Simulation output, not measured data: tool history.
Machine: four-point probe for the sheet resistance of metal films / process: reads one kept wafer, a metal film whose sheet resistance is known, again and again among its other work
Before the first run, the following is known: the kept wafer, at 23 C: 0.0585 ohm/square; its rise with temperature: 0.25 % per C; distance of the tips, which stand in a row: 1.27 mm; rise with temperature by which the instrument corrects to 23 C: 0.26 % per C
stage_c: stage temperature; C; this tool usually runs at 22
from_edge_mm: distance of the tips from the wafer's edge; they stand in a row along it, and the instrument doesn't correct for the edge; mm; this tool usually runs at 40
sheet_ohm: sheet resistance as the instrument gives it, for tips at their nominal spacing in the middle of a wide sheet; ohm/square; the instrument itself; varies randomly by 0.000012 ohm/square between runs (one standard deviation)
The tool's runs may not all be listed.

| run | hour | stage_c | from_edge_mm | sheet_ohm |
|---|---|---|---|---|
| 1 | 0 | 22 | 40 | 0.057972 |
| 2 | 40.3 | 22 | 40 | 0.057967 |
| 3 | 75.2 | 22 | 40 | 0.057949 |
| 4 | 94.9 | 22 | 40 | 0.057957 |
| 5 | 127.4 | 22 | 40 | 0.057928 |
| 6 | 161.4 | 18 | 40 | 0.057961 |
| 7 | 190.7 | 19 | 40 | 0.057959 |
| 8 | 225.5 | 22 | 40 | 0.057954 |
|  | 229.8 | stage's thermometer calibrated |
| 9 | 257.8 | 22 | 40 | 0.057875 |
| 10 | 303.9 | 34 | 40 | 0.057791 |
| 11 | 326.2 | 23 | 17 | 0.058004 |
| 12 | 348.9 | 23 | 17 | 0.05801 |
| 13 | 380.9 | 25 | 23 | 0.057892 |
| 14 | 427.1 | 29 | 11 | 0.0582 |
|  | 443.4 | stage's thermometer calibrated, once more |
| 15 | 446.9 | 22 | 21 | 0.058015 |

3 options for the next run, each taken on its own from the tool as it stands now. Forecast them:
| A | 481.4 | 22 | 24 | ? |
| B | 481.4 | 24 | 3 | ? |
| C | 481.4 | 20 | 62 | ? |

| run | sheet_ohm |
|---|---|
| A | 0.057961 |
| B | 0.062935 |
| C | 0.057893 |
With the hidden condition removed and each run's random variation left untouched, the same runs would have given:
| run | sheet_ohm |
|---|---|
| A | 0.058593 |
| B | 0.063616 |
| C | 0.058524 |

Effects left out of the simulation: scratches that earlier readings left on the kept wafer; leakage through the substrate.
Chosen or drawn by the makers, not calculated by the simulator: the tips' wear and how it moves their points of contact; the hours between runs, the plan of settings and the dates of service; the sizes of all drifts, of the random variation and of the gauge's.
